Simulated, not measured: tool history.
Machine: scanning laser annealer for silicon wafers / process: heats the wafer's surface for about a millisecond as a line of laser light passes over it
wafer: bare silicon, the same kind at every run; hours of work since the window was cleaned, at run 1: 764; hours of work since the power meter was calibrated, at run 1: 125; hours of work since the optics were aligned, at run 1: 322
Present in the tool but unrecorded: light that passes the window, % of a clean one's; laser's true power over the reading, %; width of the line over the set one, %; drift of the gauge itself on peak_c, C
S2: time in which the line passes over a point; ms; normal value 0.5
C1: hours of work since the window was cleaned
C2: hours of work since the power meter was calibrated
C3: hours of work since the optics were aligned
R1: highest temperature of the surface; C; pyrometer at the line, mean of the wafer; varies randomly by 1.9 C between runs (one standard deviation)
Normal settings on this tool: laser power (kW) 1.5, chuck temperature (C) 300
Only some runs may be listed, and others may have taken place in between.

Run 1, hour 0: usual settings; C1 764; C2 125; C3 322. Result: R1 1056 C.
Run 2, hour 54.2: usual settings; C1 795; C2 157; C3 353. Result: R1 1059 C.
At hour 93.2: window over the wafer cleaned.
Run 3, hour 98.6: usual settings but laser power (kW) 1.564; C1 3; C2 182; C3 378. Result: R1 1140 C.
Run 4, hour 136.1: usual settings but S2 0.431 ms; C1 25; C2 203; C3 400. Result: R1 1029 C.
Run 5, hour 178: usual settings but S2 0.431 ms; C1 49; C2 228; C3 424. Result: R1 1024 C.
Run 6, hour 223.2: usual settings but S2 0.431 ms; C1 76; C2 254; C3 451. Result: R1 1024 C.
Run 7, hour 253.1: usual settings but S2 0.431 ms; C1 93; C2 272; C3 468. Result: R1 1020 C.
Run 8, hour 285.4: usual settings but laser power (kW) 1.458; C1 112; C2 290; C3 487. Result: R1 1058 C.
Run 9, hour 318.9: usual settings but laser power (kW) 1.458; C1 131; C2 310; C3 506. Result: R1 1058 C.
Run 10, hour 378: usual settings but S2 0.503 ms; C1 166; C2 344; C3 541. Result: R1 1087 C.
Run 11, hour 418: usual settings but S2 0.503 ms; C1 189; C2 368; C3 564. Result: R1 1082 C.
Run 12, hour 459.5: usual settings but S2 0.61 ms; C1 213; C2 392; C3 588. Result: R1 1175 C.
Run 13, hour 485.2: usual settings but S2 0.61 ms; C1 228; C2 407; C3 603. Result: R1 1176 C.
Run 14, hour 537.9: usual settings but S2 0.61 ms; C1 259; C2 437; C3 634. Result: R1 1175 C.
Run 15, hour 589.6: usual settings but S2 0.61 ms; C1 289; C2 468; C3 664. Result: R1 1170 C.
Run 16, hour 638.2: usual settings; C1 317; C2 496; C3 692. Result: R1 1069 C.
Run 17, hour 667.5: usual settings; C1 335; C2 513; C3 709. Result: R1 1070 C.
At hour 696.9: optics aligned, line set to its width.
Run 18, hour 708.9: usual settings; C1 356; C2 534; C3 7. Result: R1 1092 C.
Run 19, hour 750.5: usual settings; C1 380; C2 558; C3 31. Result: R1 1090 C.
Run 20, hour 780.3: usual settings but chuck temperature (C) 340; C1 397; C2 576; C3 49. Result: R1 1129 C.
Run 21, hour 824.5: usual settings but laser power (kW) 1.579, S2 0.47 ms, chuck temperature (C) 299; C1 423; C2 601; C3 74. Result: R1 1110 C.
Run 22, hour 866.4: usual settings but laser power (kW) 1.579, S2 0.47 ms, chuck temperature (C) 299; C1 447; C2 626; C3 99. Result: R1 1108 C.
Run 23, hour 909.5: usual settings but laser power (kW) 1.579, S2 0.47 ms, chuck temperature (C) 299; C1 473; C2 651; C3 124. Result: R1 1105 C.
Run 24, hour 970.5: usual settings but laser power (kW) 1.599, S2 0.467 ms; C1 508; C2 686; C3 159. Result: R1 1116 C.
Run 25, hour 1007.5: usual settings but S2 0.541 ms, chuck temperature (C) 334; C1 530; C2 708; C3 181. Result: R1 1149 C.
Run 26, hour 1070: usual settings but laser power (kW) 1.4, S2 0.357 ms, chuck temperature (C) 287; C1 566; C2 744; C3 217. Result: R1 868 C.
Run 27, hour 1130.3: usual settings but laser power (kW) 1.496, chuck temperature (C) 283; C1 601; C2 780; C3 252. Result: R1 1050 C.
Run 28, hour 1177.8: usual settings but laser power (kW) 1.32, S2 0.362 ms, chuck temperature (C) 292; C1 629; C2 807; C3 280. Result: R1 837 C.
Run 29, hour 1234.7: usual settings but S2 0.561 ms; C1 662; C2 840; C3 313. Result: R1 1120 C.
Run 30, hour 1275.6: usual settings but S2 0.561 ms; C1 686; C2 864; C3 337. Result: R1 1120 C.
Run 31, hour 1337.4: usual settings but S2 0.561 ms, chuck temperature (C) 303; C1 722; C2 900; C3 373. Result: R1 1119 C.
Run 32, hour 1364.8: usual settings but chuck temperature (C) 330; C1 738; C2 916; C3 389. Result: R1 1089 C.
Run 33, hour 1415.8: usual settings but laser power (kW) 1.319, S2 0.38 ms, chuck temperature (C) 278; C1 767; C2 946; C3 419. Result: R1 823 C.
Run 34, hour 1455.6: usual settings but laser power (kW) 1.545, S2 0.518 ms, chuck temperature (C) 288; C1 791; C2 969; C3 442. Result: R1 1091 C.
At hour 1504.6: window over the wafer cleaned.
Run 35, hour 1508.4: usual settings but laser power (kW) 1.409, S2 0.374 ms, chuck temperature (C) 288; C1 2; C2 999; C3 472. Result: R1 904 C.
Run 36, hour 1562.3: usual settings but laser power (kW) 1.537, chuck temperature (C) 261; C1 34; C2 1030; C3 503. Result: R1 1076 C.
Run 37, hour 1599.8: usual settings but laser power (kW) 1.537, S2 0.418 ms, chuck temperature (C) 314; C1 55; C2 1052; C3 525. Result: R1 1041 C.
Run 38, hour 1655.5: usual settings but laser power (kW) 1.599, S2 0.508 ms, chuck temperature (C) 320; C1 88; C2 1084; C3 557. Result: R1 1181 C.
Run 39, hour 1705.1: usual settings but laser power (kW) 1.599, S2 0.508 ms, chuck temperature (C) 320; C1 117; C2 1113; C3 586. Result: R1 1174 C.
Run 40, hour 1741.9: usual settings but laser power (kW) 1.377, chuck temperature (C) 316; C1 138; C2 1135; C3 607. Result: R1 1017 C.

Some steps in R1, run to run, broken into two amounts with sign: the step expected even without the hidden condition (settings, incoming material, random variation), and the rest, left for the hidden condition together with whatever gauge scatter is not in both the measured and the hidden-condition-free result:
Run 2 -> 3: laser power (kW) 1.5 -> 1.564, window over the wafer cleaned. R1 +81 C: hidden state +39, all else +42.
Run 17 -> 18: optics aligned, line set to its width. R1 +22 C: hidden state +24, all else -2.
Run 25 -> 26: laser power (kW) 1.5 -> 1.4, S2 0.541 -> 0.357, chuck temperature (C) 334 -> 287. R1 -281 C: hidden state +8, all else -289.
Run 28 -> 29: laser power (kW) 1.32 -> 1.5, S2 0.362 -> 0.561, chuck temperature (C) 292 -> 300. R1 +283 C: hidden state -20, all else +303.
Run 33 -> 34: laser power (kW) 1.319 -> 1.545, S2 0.38 -> 0.518, chuck temperature (C) 278 -> 288. R1 +268 C: hidden state -22, all else +290.
Run 34 -> 35: laser power (kW) 1.545 -> 1.409, S2 0.518 -> 0.374, window over the wafer cleaned. R1 -187 C: hidden state +44, all else -231.
